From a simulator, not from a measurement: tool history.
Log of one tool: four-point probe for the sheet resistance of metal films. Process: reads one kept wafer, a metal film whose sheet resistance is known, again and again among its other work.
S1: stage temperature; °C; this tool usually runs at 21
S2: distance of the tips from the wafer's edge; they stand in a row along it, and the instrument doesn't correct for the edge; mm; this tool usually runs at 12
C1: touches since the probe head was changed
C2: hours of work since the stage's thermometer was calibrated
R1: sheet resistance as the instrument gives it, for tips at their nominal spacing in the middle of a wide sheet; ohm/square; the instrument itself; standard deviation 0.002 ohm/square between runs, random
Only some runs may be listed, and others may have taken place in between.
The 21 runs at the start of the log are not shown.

-- hour=854.6 stage's thermometer calibrated
run 22 hour=875.3 | S1=21 S2=12 | C1=13456 C2=12 | R1=10.188531
run 23 hour=919.1 | S1=31 S2=5 | C1=14493 C2=36 | R1=10.256196
run 24 hour=967.4 | S1=18 S2=56 | C1=15635 C2=63 | R1=10.186095
run 25 hour=1011.6 | S1=18 S2=56 | C1=16683 C2=88 | R1=10.182819
-- hour=1017 stage's thermometer calibrated, once more
run 26 hour=1040.7 | S1=18 S2=56 | C1=17360 C2=13 | R1=10.167057
run 27 hour=1067.6 | S1=19 S2=27 | C1=17995 C2=28 | R1=10.163528
run 28 hour=1093.4 | S1=33 S2=12 | C1=18608 C2=43 | R1=10.0429
run 29 hour=1130 | S1=25 S2=10 | C1=19474 C2=63 | R1=10.140887

What will run 30 give?
run 30 hour=1155.2 | S1=20 S2=8 | C1=20070 C2=77 | R1=?

{"run 30": {"R1": 10.228561}}
Were there no unlogged condition in the tool, this run, its random variation unchanged, would have produced R1 10.242408 ohm/square.
